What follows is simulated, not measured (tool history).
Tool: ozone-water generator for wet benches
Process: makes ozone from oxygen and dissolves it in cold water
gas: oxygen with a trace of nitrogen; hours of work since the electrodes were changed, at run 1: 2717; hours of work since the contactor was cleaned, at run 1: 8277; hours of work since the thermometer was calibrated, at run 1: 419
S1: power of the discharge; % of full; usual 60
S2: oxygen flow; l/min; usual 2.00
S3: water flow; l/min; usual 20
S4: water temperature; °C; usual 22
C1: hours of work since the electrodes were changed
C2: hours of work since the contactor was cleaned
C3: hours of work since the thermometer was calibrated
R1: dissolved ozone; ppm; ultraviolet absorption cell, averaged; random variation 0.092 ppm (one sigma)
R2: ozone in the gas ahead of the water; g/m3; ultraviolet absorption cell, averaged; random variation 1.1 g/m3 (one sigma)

{"run": 1, "hour": 0.0, "S1": 60, "S2": 2.0, "S3": 20, "S4": 22, "C1": 2717, "C2": 8277, "C3": 419, "R1": 10.99, "R2": 196.4}
{"run": 2, "hour": 47.2, "S1": 58, "S2": 2.0, "S3": 20, "S4": 22, "C1": 2746, "C2": 8305, "C3": 447, "R1": 10.69, "R2": 193.9}
{"run": 3, "hour": 134.7, "S1": 58, "S2": 2.0, "S3": 20, "S4": 22, "C1": 2799, "C2": 8359, "C3": 501, "R1": 10.75, "R2": 191.8}
{"run": 4, "hour": 184.1, "S1": 60, "S2": 2.0, "S3": 20, "S4": 24, "C1": 2829, "C2": 8389, "C3": 531, "R1": 10.7, "R2": 195.2}
{"run": 5, "hour": 237.8, "S1": 60, "S2": 2.0, "S3": 26, "S4": 24, "C1": 2862, "C2": 8421, "C3": 563, "R1": 8.12, "R2": 198.0}
{"run": 6, "hour": 309.2, "S1": 60, "S2": 3.35, "S3": 20, "S4": 22, "C1": 2905, "C2": 8465, "C3": 607, "R1": 11.99, "R2": 151.4}
{"run": 7, "hour": 366.9, "S1": 84, "S2": 3.35, "S3": 20, "S4": 22, "C1": 2940, "C2": 8500, "C3": 642, "R1": 14.64, "R2": 183.3}
{"run": 8, "hour": 419.9, "S1": 84, "S2": 3.35, "S3": 20, "S4": 22, "C1": 2972, "C2": 8532, "C3": 674, "R1": 14.53, "R2": 185.1}
{"run": 9, "hour": 518.7, "S1": 84, "S2": 3.35, "S3": 20, "S4": 22, "C1": 3033, "C2": 8592, "C3": 734, "R1": 14.54, "R2": 182.0}
{"run": 10, "hour": 591.9, "S1": 60, "S2": 2.0, "S3": 20, "S4": 22, "C1": 3077, "C2": 8636, "C3": 778, "R1": 11.04, "R2": 196.9}
{"run": 11, "hour": 638.3, "S1": 60, "S2": 2.0, "S3": 20, "S4": 22, "C1": 3105, "C2": 8665, "C3": 807, "R1": 11.01, "R2": 194.7}
{"run": 12, "hour": 742.0, "S1": 60, "S2": 2.0, "S3": 20, "S4": 22, "C1": 3168, "C2": 8728, "C3": 870, "R1": 11.0, "R2": 195.4}
{"run": 13, "hour": 820.5, "S1": 60, "S2": 2.0, "S3": 20, "S4": 22, "C1": 3216, "C2": 8775, "C3": 917, "R1": 11.0, "R2": 196.6}
{"run": 14, "hour": 897.1, "S1": 77, "S2": 2.0, "S3": 20, "S4": 22, "C1": 3263, "C2": 8822, "C3": 964, "R1": 12.69, "R2": 228.2}
{"run": 15, "hour": 971.0, "S1": 73, "S2": 2.0, "S3": 20, "S4": 22, "C1": 3307, "C2": 8867, "C3": 1009, "R1": 12.31, "R2": 218.6}
{"run": 16, "hour": 1072.7, "S1": 60, "S2": 2.0, "S3": 20, "S4": 22, "C1": 3369, "C2": 8929, "C3": 1071, "R1": 10.83, "R2": 194.7}
{"run": 17, "hour": 1118.9, "S1": 60, "S2": 2.0, "S3": 25, "S4": 27, "C1": 3397, "C2": 8957, "C3": 1099, "R1": 8.2, "R2": 196.8}
{"run": 18, "hour": 1177.9, "S1": 57, "S2": 3.3, "S3": 21, "S4": 25, "C1": 3433, "C2": 8993, "C3": 1135, "R1": 10.64, "R2": 145.7}
{"run": 19, "hour": 1236.2, "S1": 60, "S2": 2.0, "S3": 12, "S4": 22, "C1": 3469, "C2": 9028, "C3": 1170, "R1": 17.57, "R2": 194.6}
{"run": 20, "hour": 1292.9, "S1": 64, "S2": 2.0, "S3": 13, "S4": 22, "C1": 3503, "C2": 9063, "C3": 1205, "R1": 17.03, "R2": 202.0}

Run 21 comes next. What will it give?
{"run": 21, "hour": 1368.0, "S1": 60, "S2": 1.81, "S3": 20, "S4": 22, "C1": 3549, "C2": 9108, "C3": 1250, "R1": "?", "R2": "?"}

{"run 21": {"R1": 10.81, "R2": 203.7}}
Without the tool's hidden state the same run would have given R1 11.69 ppm, R2 208.6 g/m3.

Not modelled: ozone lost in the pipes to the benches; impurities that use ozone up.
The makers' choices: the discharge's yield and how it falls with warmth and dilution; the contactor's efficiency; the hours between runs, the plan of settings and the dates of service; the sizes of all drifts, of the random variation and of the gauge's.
